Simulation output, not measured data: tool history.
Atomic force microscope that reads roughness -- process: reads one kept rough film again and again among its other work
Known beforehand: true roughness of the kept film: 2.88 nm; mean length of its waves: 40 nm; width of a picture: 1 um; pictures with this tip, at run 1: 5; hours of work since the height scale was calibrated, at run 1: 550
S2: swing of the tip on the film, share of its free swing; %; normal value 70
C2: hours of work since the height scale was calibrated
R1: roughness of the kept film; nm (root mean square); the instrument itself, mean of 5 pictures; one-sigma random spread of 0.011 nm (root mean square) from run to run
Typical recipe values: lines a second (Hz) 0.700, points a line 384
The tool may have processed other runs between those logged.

run 1 hour=0.0 | lines_a_second_(Hz)=0.700 S2=70 points_a_line=384 | pictures_with_this_tip=5 C2=550 | R1=2.705
run 2 hour=23.8 | lines_a_second_(Hz)=0.700 S2=70 points_a_line=384 | pictures_with_this_tip=51 C2=564 | R1=2.623
run 3 hour=63.8 | lines_a_second_(Hz)=1.089 S2=70 points_a_line=384 | pictures_with_this_tip=130 C2=589 | R1=2.531
-- hour=73.2 new tip fitted
run 4 hour=92.6 | lines_a_second_(Hz)=1.089 S2=70 points_a_line=384 | pictures_with_this_tip=38 C2=607 | R1=2.620
run 5 hour=130.0 | lines_a_second_(Hz)=1.089 S2=70 points_a_line=384 | pictures_with_this_tip=112 C2=630 | R1=2.538
-- hour=149.9 new tip fitted
run 6 hour=166.9 | lines_a_second_(Hz)=0.700 S2=70 points_a_line=384 | pictures_with_this_tip=33 C2=652 | R1=2.678
run 7 hour=192.4 | lines_a_second_(Hz)=0.700 S2=70 points_a_line=327 | pictures_with_this_tip=83 C2=668 | R1=2.622
-- hour=226.1 new tip fitted
run 8 hour=233.6 | lines_a_second_(Hz)=0.700 S2=70 points_a_line=327 | pictures_with_this_tip=15 C2=693 | R1=2.684
run 9 hour=265.5 | lines_a_second_(Hz)=0.700 S2=70 points_a_line=327 | pictures_with_this_tip=77 C2=713 | R1=2.632
run 10 hour=296.7 | lines_a_second_(Hz)=0.700 S2=70 points_a_line=384 | pictures_with_this_tip=138 C2=733 | R1=2.557
-- hour=300.4 new tip fitted
run 11 hour=323.2 | lines_a_second_(Hz)=3.259 S2=70 points_a_line=384 | pictures_with_this_tip=44 C2=749 | R1=2.362
run 12 hour=359.4 | lines_a_second_(Hz)=3.259 S2=70 points_a_line=384 | pictures_with_this_tip=115 C2=771 | R1=2.302
-- hour=376.4 new tip fitted
run 13 hour=390.5 | lines_a_second_(Hz)=0.700 S2=70 points_a_line=384 | pictures_with_this_tip=27 C2=790 | R1=2.686
run 14 hour=432.0 | lines_a_second_(Hz)=0.700 S2=77 points_a_line=384 | pictures_with_this_tip=109 C2=816 | R1=2.567
-- hour=435.7 height scale calibrated on a step standard
-- hour=452.3 new tip fitted
run 15 hour=467.8 | lines_a_second_(Hz)=0.700 S2=77 points_a_line=384 | pictures_with_this_tip=31 C2=20 | R1=2.661
run 16 hour=486.9 | lines_a_second_(Hz)=0.700 S2=70 points_a_line=384 | pictures_with_this_tip=68 C2=31 | R1=2.658
run 17 hour=524.9 | lines_a_second_(Hz)=0.700 S2=70 points_a_line=384 | pictures_with_this_tip=143 C2=55 | R1=2.611
-- hour=527.7 new tip fitted
run 18 hour=555.6 | lines_a_second_(Hz)=0.700 S2=57 points_a_line=398 | pictures_with_this_tip=55 C2=74 | R1=2.726
-- hour=589.3 height scale calibrated on a step standard, once more
run 19 hour=590.2 | lines_a_second_(Hz)=3.298 S2=63 points_a_line=384 | pictures_with_this_tip=121 C2=1 | R1=2.362
-- hour=604.7 new tip fitted
run 20 hour=624.9 | lines_a_second_(Hz)=3.298 S2=63 points_a_line=384 | pictures_with_this_tip=40 C2=22 | R1=2.463
run 21 hour=648.0 | lines_a_second_(Hz)=2.279 S2=79 points_a_line=700 | pictures_with_this_tip=85 C2=36 | R1=2.256
-- hour=679.9 new tip fitted
run 22 hour=694.0 | lines_a_second_(Hz)=1.750 S2=79 points_a_line=625 | pictures_with_this_tip=27 C2=64 | R1=2.393
run 23 hour=733.6 | lines_a_second_(Hz)=1.750 S2=85 points_a_line=555 | pictures_with_this_tip=105 C2=89 | R1=2.232
-- hour=755.1 new tip fitted
run 24 hour=761.3 | lines_a_second_(Hz)=2.928 S2=70 points_a_line=258 | pictures_with_this_tip=12 C2=106 | R1=2.380
run 25 hour=780.2 | lines_a_second_(Hz)=2.928 S2=70 points_a_line=258 | pictures_with_this_tip=49 C2=117 | R1=2.355
run 26 hour=820.4 | lines_a_second_(Hz)=1.277 S2=76 points_a_line=258 | pictures_with_this_tip=128 C2=142 | R1=2.398
-- hour=831.1 new tip fitted
run 27 hour=861.2 | lines_a_second_(Hz)=1.330 S2=72 points_a_line=1000 | pictures_with_this_tip=59 C2=167 | R1=2.542
run 28 hour=889.8 | lines_a_second_(Hz)=1.330 S2=72 points_a_line=1000 | pictures_with_this_tip=115 C2=185 | R1=2.477
-- hour=906.5 new tip fitted
run 29 hour=909.6 | lines_a_second_(Hz)=1.330 S2=88 points_a_line=926 | pictures_with_this_tip=6 C2=197 | R1=2.361
run 30 hour=946.9 | lines_a_second_(Hz)=1.330 S2=88 points_a_line=926 | pictures_with_this_tip=79 C2=220 | R1=2.329
run 31 hour=973.4 | lines_a_second_(Hz)=1.330 S2=88 points_a_line=926 | pictures_with_this_tip=131 C2=236 | R1=2.292
-- hour=984.0 new tip fitted
run 32 hour=1002.2 | lines_a_second_(Hz)=1.757 S2=70 points_a_line=384 | pictures_with_this_tip=35 C2=254 | R1=2.521
run 33 hour=1030.2 | lines_a_second_(Hz)=0.635 S2=90 points_a_line=384 | pictures_with_this_tip=90 C2=271 | R1=2.463
run 34 hour=1051.7 | lines_a_second_(Hz)=3.527 S2=66 points_a_line=544 | pictures_with_this_tip=132 C2=285 | R1=2.299

What if the next run were any one of these 5? Each begins from the tool's condition after run 34:
-- hour=1059.8 new tip fitted
run A hour=1071.0 | lines_a_second_(Hz)=1.221 S2=68 points_a_line=325 | pictures_with_this_tip=22 C2=296 | R1=?
-- hour=1059.8 new tip fitted
run B hour=1071.0 | lines_a_second_(Hz)=3.527 S2=71 points_a_line=544 | pictures_with_this_tip=22 C2=296 | R1=?
-- hour=1059.8 new tip fitted
run C hour=1071.0 | lines_a_second_(Hz)=0.700 S2=83 points_a_line=733 | pictures_with_this_tip=22 C2=296 | R1=?
-- hour=1059.8 new tip fitted
run D hour=1071.0 | lines_a_second_(Hz)=0.545 S2=87 points_a_line=544 | pictures_with_this_tip=22 C2=296 | R1=?
-- hour=1059.8 new tip fitted
run E hour=1071.0 | lines_a_second_(Hz)=1.946 S2=66 points_a_line=544 | pictures_with_this_tip=22 C2=296 | R1=?

run=A R1=2.600
run=B R1=2.311
run=C R1=2.583
run=D R1=2.580
run=E R1=2.563
What these runs would have given with no unlogged condition in the tool:
run=A R1=2.612
run=B R1=2.323
run=C R1=2.595
run=D R1=2.593
run=E R1=2.576

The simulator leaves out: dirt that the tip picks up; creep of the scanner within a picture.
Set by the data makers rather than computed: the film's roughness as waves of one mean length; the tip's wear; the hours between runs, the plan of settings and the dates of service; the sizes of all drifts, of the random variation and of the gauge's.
